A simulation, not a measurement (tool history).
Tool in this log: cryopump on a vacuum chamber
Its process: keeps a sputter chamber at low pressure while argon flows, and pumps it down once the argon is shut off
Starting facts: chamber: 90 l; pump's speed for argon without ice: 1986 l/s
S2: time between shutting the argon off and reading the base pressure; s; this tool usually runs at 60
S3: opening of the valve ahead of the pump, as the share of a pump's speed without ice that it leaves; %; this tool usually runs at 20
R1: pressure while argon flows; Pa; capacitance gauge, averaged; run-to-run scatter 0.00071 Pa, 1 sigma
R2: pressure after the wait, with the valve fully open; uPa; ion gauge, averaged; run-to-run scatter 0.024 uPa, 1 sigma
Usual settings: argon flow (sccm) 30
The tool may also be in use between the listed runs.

run 1 hour=0 | argon_flow_(sccm)=30 S2=60 S3=20 | R1=0.1334 R2=2.87
run 2 hour=130 | argon_flow_(sccm)=30 S2=60 S3=20 | R1=0.1343 R2=3.2
run 3 hour=237.1 | argon_flow_(sccm)=30 S2=60 S3=20 | R1=0.1351 R2=3.46
run 4 hour=312.3 | argon_flow_(sccm)=30 S2=60 S3=20 | R1=0.138 R2=3.51
-- hour=338.9 leaking fittings of the chamber tightened, without venting
run 5 hour=433.8 | argon_flow_(sccm)=30 S2=60 S3=20 | R1=0.1392 R2=1.08
-- hour=505.1 pump warmed up, emptied and cooled again
run 6 hour=557.5 | argon_flow_(sccm)=30 S2=60 S3=20 | R1=0.1288 R2=1.11
run 7 hour=670.7 | argon_flow_(sccm)=30 S2=60 S3=20 | R1=0.1301 R2=1.28
run 8 hour=796.5 | argon_flow_(sccm)=30 S2=60 S3=20 | R1=0.1305 R2=1.47
run 9 hour=916.5 | argon_flow_(sccm)=30 S2=60 S3=20 | R1=0.1309 R2=1.66
run 10 hour=1026.8 | argon_flow_(sccm)=30 S2=60 S3=20 | R1=0.1319 R2=1.82
run 11 hour=1115.4 | argon_flow_(sccm)=30 S2=60 S3=20 | R1=0.1327 R2=1.98
run 12 hour=1234.5 | argon_flow_(sccm)=30 S2=60 S3=20 | R1=0.1333 R2=2.25
run 13 hour=1352.3 | argon_flow_(sccm)=30 S2=60 S3=20 | R1=0.1349 R2=2.48
run 14 hour=1454.8 | argon_flow_(sccm)=30 S2=60 S3=20 | R1=0.136 R2=2.71
run 15 hour=1537.5 | argon_flow_(sccm)=30 S2=147 S3=20 | R1=0.1372 R2=2.39
run 16 hour=1619.2 | argon_flow_(sccm)=30 S2=60 S3=20 | R1=0.1377 R2=2.95
run 17 hour=1684.6 | argon_flow_(sccm)=30 S2=60 S3=20 | R1=0.1379 R2=3.11
run 18 hour=1749.1 | argon_flow_(sccm)=27 S2=70 S3=20 | R1=0.1239 R2=3.19
-- hour=1811.2 pump warmed up, emptied and cooled again
run 19 hour=1866.3 | argon_flow_(sccm)=18 S2=92 S3=33 | R1=0.0478 R2=2.56
run 20 hour=1946.7 | argon_flow_(sccm)=18 S2=92 S3=33 | R1=0.0473 R2=2.67
-- hour=2066.9 leaking fittings of the chamber tightened, without venting
run 21 hour=2066.9 | argon_flow_(sccm)=18 S2=92 S3=33 | R1=0.0488 R2=0.65
run 22 hour=2147.5 | argon_flow_(sccm)=50 S2=161 S3=27 | R1=0.1642 R2=0.58
run 23 hour=2244.6 | argon_flow_(sccm)=19 S2=47 S3=20 | R1=0.0844 R2=1.39
run 24 hour=2310.7 | argon_flow_(sccm)=30 S2=60 S3=25 | R1=0.1075 R2=1.3
run 25 hour=2401.4 | argon_flow_(sccm)=28 S2=270 S3=20 | R1=0.1249 R2=0.88
run 26 hour=2481.2 | argon_flow_(sccm)=28 S2=270 S3=20 | R1=0.1257 R2=1.02
run 27 hour=2598.3 | argon_flow_(sccm)=32 S2=38 S3=20 | R1=0.1443 R2=2.1
run 28 hour=2660.1 | argon_flow_(sccm)=36 S2=60 S3=27 | R1=0.1244 R2=1.89
run 29 hour=2785 | argon_flow_(sccm)=37 S2=102 S3=52 | R1=0.0718 R2=1.83
run 30 hour=2874.7 | argon_flow_(sccm)=31 S2=85 S3=52 | R1=0.0615 R2=2.08
run 31 hour=2947.1 | argon_flow_(sccm)=31 S2=85 S3=52 | R1=0.0632 R2=2.26
run 32 hour=3042.3 | argon_flow_(sccm)=31 S2=85 S3=52 | R1=0.0645 R2=2.45
-- hour=3117.1 pump warmed up, emptied and cooled again
run 33 hour=3117.1 | argon_flow_(sccm)=30 S2=60 S3=17 | R1=0.1521 R2=2.23

What if the next run were any one of these 5? Each begins from the tool's condition after run 33:
run A hour=3215.3 | argon_flow_(sccm)=20 S2=60 S3=17 | R1=? R2=?
run B hour=3215.3 | argon_flow_(sccm)=30 S2=60 S3=26 | R1=? R2=?
run C hour=3215.3 | argon_flow_(sccm)=60 S2=56 S3=29 | R1=? R2=?
run D hour=3215.3 | argon_flow_(sccm)=25 S2=167 S3=29 | R1=? R2=?
run E hour=3215.3 | argon_flow_(sccm)=30 S2=28 S3=17 | R1=? R2=?

run=A R1=0.1018 R2=2.31
run=B R1=0.1003 R2=2.37
run=C R1=0.1804 R2=2.39
run=D R1=0.0759 R2=1.93
run=E R1=0.1521 R2=3.13
Without the tool's unlogged condition, the same runs would have read:
run=A R1=0.1003 R2=0.84
run=B R1=0.098 R2=0.85
run=C R1=0.1758 R2=0.88
run=D R1=0.074 R2=0.41
run=E R1=0.1498 R2=1.62
